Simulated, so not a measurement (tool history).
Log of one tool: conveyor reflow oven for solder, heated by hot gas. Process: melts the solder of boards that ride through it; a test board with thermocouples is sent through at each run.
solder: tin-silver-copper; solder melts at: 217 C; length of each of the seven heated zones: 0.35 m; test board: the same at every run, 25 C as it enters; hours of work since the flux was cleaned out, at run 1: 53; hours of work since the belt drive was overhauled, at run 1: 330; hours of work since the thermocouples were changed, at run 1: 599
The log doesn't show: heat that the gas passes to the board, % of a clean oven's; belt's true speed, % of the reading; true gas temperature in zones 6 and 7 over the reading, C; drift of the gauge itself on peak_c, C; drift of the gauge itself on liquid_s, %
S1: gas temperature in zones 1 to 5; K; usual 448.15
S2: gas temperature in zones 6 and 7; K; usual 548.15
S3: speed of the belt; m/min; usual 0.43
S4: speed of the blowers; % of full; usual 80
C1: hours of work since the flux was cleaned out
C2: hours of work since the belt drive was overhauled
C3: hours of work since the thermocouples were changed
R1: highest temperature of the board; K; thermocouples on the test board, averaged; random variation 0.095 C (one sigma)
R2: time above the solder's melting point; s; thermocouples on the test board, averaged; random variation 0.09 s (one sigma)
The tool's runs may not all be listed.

run   hour      S1      S2     S3  S4   C1   C2   C3      R1      R2
  1      0  448.15  548.15   0.43  80   53  330  599  536.77   83.03
  2    9.2  448.15  548.15   0.43  80   59  336  604  536.92   82.86
  3   20.1  448.15  548.15   0.43  80   65  342  611  536.74   82.93
  4     32  458.15  548.15   0.43  80   72  349  618  538.07   88.14
  5   46.1  458.15  548.15   0.43  80   81  357  626  537.92   88.04
  6   59.2  458.15  548.15   0.43  80   88  365  634     538    88.1
  7   67.5  440.15  548.15   0.43  80   93  370  639  535.47   78.96
  8     81  448.15  548.15  0.442  80  101  378  647  535.71   79.69
  9   92.4  448.15  548.15  0.442  80  108  385  653   535.6   79.87
      97.4  -- belt drive overhauled, speed set with a stopwatch
 10  110.9  448.15  548.15  0.442  80  116    8  662  535.64    79.7
 11  119.7  448.15  545.15  0.442  74  122   13  667  531.37   76.42
 12  134.4  448.15  545.15  0.442  74  130   22  676  531.08   76.28
 13  143.5  448.15  545.15  0.442  74  136   27  681  531.06   76.47
 14  157.8  448.15  536.15   0.43  80  144   36  690  525.75   74.82
     166.8  -- belt drive overhauled, speed set with a stopwatch, once more
 15  174.5  433.15  553.15  0.361  85  152    5  697  545.05   99.01
 16  187.9  433.15  553.15  0.361  85  159   12  705  545.09   99.16
 17  198.6  452.15  548.15   0.43  65  166   19  711  531.91   79.99
     216.9  -- flux residue cleaned out of gas plates and filters
 18  217.6  452.15  557.15   0.43  84    0   27  720  547.54   90.33
 19  224.7  452.15  555.15   0.43  86    5   31  724  546.05   89.53
 20  239.3  452.15  546.15  0.346  86   13   40  732  542.42  110.54

Forecast each of these 3 alternatives for the next run:
  A  251.2  447.15  548.15  0.401  74  20  47  739   ?   ?
  B  251.2  448.15  558.15   0.43  50  20  47  739   ?   ?
  C  251.2  450.15  560.15   0.47  80  20  47  739   ?   ?

run      R1     R2
  A  537.85  89.19
  B  533.54  78.38
  C  545.86  80.88
Without the tool's hidden state the same runs would have given:
run      R1     R2
  A  535.61  87.65
  B  531.51  76.59
  C  543.73  79.72

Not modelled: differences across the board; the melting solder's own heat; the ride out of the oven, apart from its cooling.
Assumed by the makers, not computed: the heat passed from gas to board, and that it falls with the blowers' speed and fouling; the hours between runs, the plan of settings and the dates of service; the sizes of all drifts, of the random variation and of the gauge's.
